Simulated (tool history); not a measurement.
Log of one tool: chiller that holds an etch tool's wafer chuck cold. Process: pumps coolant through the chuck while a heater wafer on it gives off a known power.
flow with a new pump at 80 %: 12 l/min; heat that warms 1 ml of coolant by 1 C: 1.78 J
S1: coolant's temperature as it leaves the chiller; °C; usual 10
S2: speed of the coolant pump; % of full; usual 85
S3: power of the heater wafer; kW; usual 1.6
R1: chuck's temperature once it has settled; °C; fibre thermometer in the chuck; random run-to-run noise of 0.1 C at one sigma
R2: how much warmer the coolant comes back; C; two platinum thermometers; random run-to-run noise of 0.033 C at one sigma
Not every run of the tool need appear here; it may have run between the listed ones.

run   hour  S1  S2     S3    R1    R2
  1      0  10  85    1.6  25.6  4.24
  2   18.7  10  85    1.6  25.6  4.28
      47.5  -- coolant changed, channels flushed
  3   47.5  10  85    1.6  23.5  4.23
  4   85.7  10  85    1.6  23.5  4.32
  5  113.8  10  85    1.6  23.4  4.28
  6  139.9  10  85    1.6  23.4  4.32
  7  157.5  10  85   1.44  22.3  3.85
  8  188.6  10  85  0.819  16.9  2.19
  9  217.6  10  85  0.819  17.1  2.18
 10  236.1  10  85  0.819    17  2.21
 11  267.6  10  85    1.6  23.6  4.29
 12  297.6  10  85  1.149  19.7  3.02
 13  319.8  10  85  1.149  19.9   3.1
 14  353.8  10  85    1.6  23.6  4.32
 15  386.9  15  85    1.6  28.6  4.31
 16  403.4  10  97    1.6  22.7  3.73
 17  430.5  17  69    1.6  32.3  5.41
 18  460.1  17  69    1.6  32.4  5.39
 19  486.4  19  63   2.18    41  8.14
 20  511.8  19  63   2.18  41.1  8.11
 21  531.6  17  85    1.6  30.7  4.33
 22  558.6  17  85    1.6  30.7  4.32
 23  595.2  17  85    1.6  30.7  4.26
 24  615.6  17  73   1.51  31.2  4.82
 25  638.8   8  85    1.6  21.9  4.33
 26  666.8  14  79    1.6  28.2  4.69
 27  700.7  16  85   2.13  34.2  5.79
 28  727.7  16  85   2.13  34.2  5.74
 29  757.7  10  91    1.6  23.4  4.06
 30  794.2   9  61    1.6  25.8  6.21
 31  813.5   3  61    1.6  19.6  6.21
 32  829.4  10  61    1.6  26.8  6.14

Had the tool no unlogged condition, and each run kept its random variation, what would the results have been?
Hidden conditions of the tool in this case: heat passed by the chuck's channels, % of clean ones'; flow at a given pump speed, % of a new pump's; coolant's true temperature over the reading, C; drift of the gauge itself on chuck_c, C; drift of the gauge itself on warmer_back_c, C.
run    R1    R2
  1  23.3  4.19
  2  23.3  4.22
  3  23.2  4.17
  4  23.2  4.25
  5  23.1  4.22
  6  23.1  4.25
  7    22  3.79
  8  16.7  2.15
  9  16.8  2.14
 10  16.7  2.17
 11  23.3  4.21
 12  19.4  2.96
 13  19.5  3.04
 14  23.2  4.23
 15  28.2  4.23
 16  22.3  3.65
 17  31.8  5.29
 18  31.9  5.27
 19  40.3  7.97
 20  40.4  7.93
 21  30.2  4.23
 22  30.2  4.22
 23  30.2  4.16
 24  30.6  4.71
 25  21.4  4.22
 26  27.6  4.57
 27  33.5  5.64
 28  33.5  5.59
 29  22.8  3.95
 30    25  6.04
 31  18.9  6.04
 32  26.1  5.97
